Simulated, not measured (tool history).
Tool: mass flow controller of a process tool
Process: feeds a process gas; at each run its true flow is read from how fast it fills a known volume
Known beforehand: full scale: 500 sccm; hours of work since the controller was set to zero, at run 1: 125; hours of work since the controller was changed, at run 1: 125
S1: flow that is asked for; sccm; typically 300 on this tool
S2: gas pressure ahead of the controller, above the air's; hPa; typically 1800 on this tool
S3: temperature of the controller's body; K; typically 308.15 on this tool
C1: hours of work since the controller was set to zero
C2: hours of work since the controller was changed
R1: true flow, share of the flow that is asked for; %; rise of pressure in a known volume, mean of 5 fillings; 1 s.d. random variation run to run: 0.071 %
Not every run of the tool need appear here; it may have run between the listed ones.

run,hour,S1,S2,S3,C1,C2,R1
1,0.0,300,1800,308.15,125,125,100.00
2,132.7,300,1800,308.15,171,171,100.08
3,283.9,300,1800,308.15,224,224,100.21
4,432.4,300,1800,308.15,275,275,100.25
5,586.9,300,1800,308.15,329,329,100.40
6,691.0,300,1800,308.15,365,365,100.15
7,832.4,300,1800,308.15,415,415,100.29
8,957.5,300,1800,308.15,458,458,100.51
9,1107.8,300,1800,308.15,511,511,100.25
10,1200.8,300,1800,308.15,543,543,100.37
11,1298.3,300,1800,308.15,577,577,100.47
12,1449.3,300,1490,308.15,630,630,100.43
13,1533.2,300,1800,299.15,659,659,100.21
14,1644.0,300,1800,308.15,697,697,100.59
15,1734.8,62,1800,302.15,729,729,100.01
16,1804.1,79,1770,308.15,753,753,100.28
17,1948.4,357,1440,300.15,804,804,100.32
18,2013.2,101,1440,297.15,826,826,99.95
19,2155.9,101,1440,297.15,876,876,100.05
20,2283.9,101,1440,297.15,920,920,100.14
21,2404.4,126,2750,293.15,962,962,100.20
# hour 2475.6: gauge calibrated
22,2478.3,126,2750,293.15,988,988,99.54
23,2586.2,63,1500,297.15,1026,1026,99.53
24,2736.4,57,1690,308.15,1078,1078,99.91
25,2799.1,300,2200,308.15,1100,1100,100.19
26,2891.5,300,2200,308.15,1132,1132,100.25
27,2996.1,431,1800,308.15,1169,1169,100.38

4 ways to go on from here, each from the tool as it stands after run 27. What would each give?
A,3139.2,171,1700,308.15,1218,1218,?
B,3139.2,76,1800,308.15,1218,1218,?
C,3139.2,52,2690,294.15,1218,1218,?
D,3139.2,120,1800,298.15,1218,1218,?

run,R1
A,100.10
B,100.05
C,99.56
D,99.73
With no hidden state in the tool, these same runs would have given:
run,R1
A,99.94
B,99.89
C,99.40
D,99.57
